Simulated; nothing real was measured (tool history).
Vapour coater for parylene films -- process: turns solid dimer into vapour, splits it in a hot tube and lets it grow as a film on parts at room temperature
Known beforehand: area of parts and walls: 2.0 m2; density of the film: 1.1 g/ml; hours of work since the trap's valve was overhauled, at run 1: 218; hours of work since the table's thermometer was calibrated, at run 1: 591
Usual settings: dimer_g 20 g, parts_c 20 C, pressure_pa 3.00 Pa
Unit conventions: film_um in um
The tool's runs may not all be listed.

run	hour	dimer_g	parts_c	pressure_pa	hours of work since the trap's valve was overhauled	hours of work since the table's thermometer was calibrated	film_um
1	0.0	20	20	3.00	218	591	5.87
2	42.0	20	20	3.00	256	628	5.86
3	92.9	20	16	3.00	302	674	6.77
4	130.9	20	16	3.00	336	708	6.72
5	162.1	20	20	3.00	364	736	5.67
6	184.1	20	20	3.00	383	756	5.73
7	227.0	20	13	3.00	422	794	7.32
8	266.9	20	14	3.00	458	830	6.98
# hour 287.7: table's thermometer calibrated
9	297.0	13	20	3.00	484	8	3.72
10	343.3	13	20	3.00	525	50	3.63
11	372.9	35	20	3.00	552	76	9.99
# hour 411.9: trap's valve overhauled
12	412.8	35	20	3.00	1	109	11.03
13	440.5	20	20	3.00	26	133	6.17
14	475.4	20	20	3.00	57	165	6.15
15	525.4	20	20	3.00	102	210	6.13
16	560.4	20	20	3.00	133	241	6.06
17	602.8	21	14	3.83	171	279	7.45
18	626.4	31	13	2.26	192	300	12.93
19	672.3	31	13	2.11	234	341	13.07
20	716.6	8	13	7.73	273	381	2.42
21	748.6	8	13	7.73	302	410	2.43
22	794.0	8	13	7.73	343	451	2.39
23	825.7	8	13	2.65	371	479	3.11
24	859.6	8	13	2.65	402	509	3.11
25	910.4	8	13	2.65	447	555	3.07
26	941.9	10	17	3.73	475	583	2.98
27	986.0	28	27	4.32	515	623	5.40
28	1023.2	8	27	5.62	548	656	1.42
# hour 1067.8: trap's valve overhauled
29	1069.6	12	17	5.62	2	694	3.50
30	1094.6	12	17	5.62	24	717	3.51
31	1124.6	12	17	5.62	51	744	3.57
32	1168.1	12	17	5.62	90	783	3.45

Forecast each of these 4 alternatives for the next run:
A	1208.4	20	20	7.59	126	819	?
B	1208.4	12	24	5.62	126	819	?
C	1208.4	12	17	2.08	126	819	?
D	1208.4	9	16	4.42	126	819	?

run	film_um
A	4.70
B	2.60
C	4.42
D	2.86
Without the tool's unlogged condition, the same runs would have read:
run	film_um
A	4.93
B	2.73
C	4.64
D	3.00
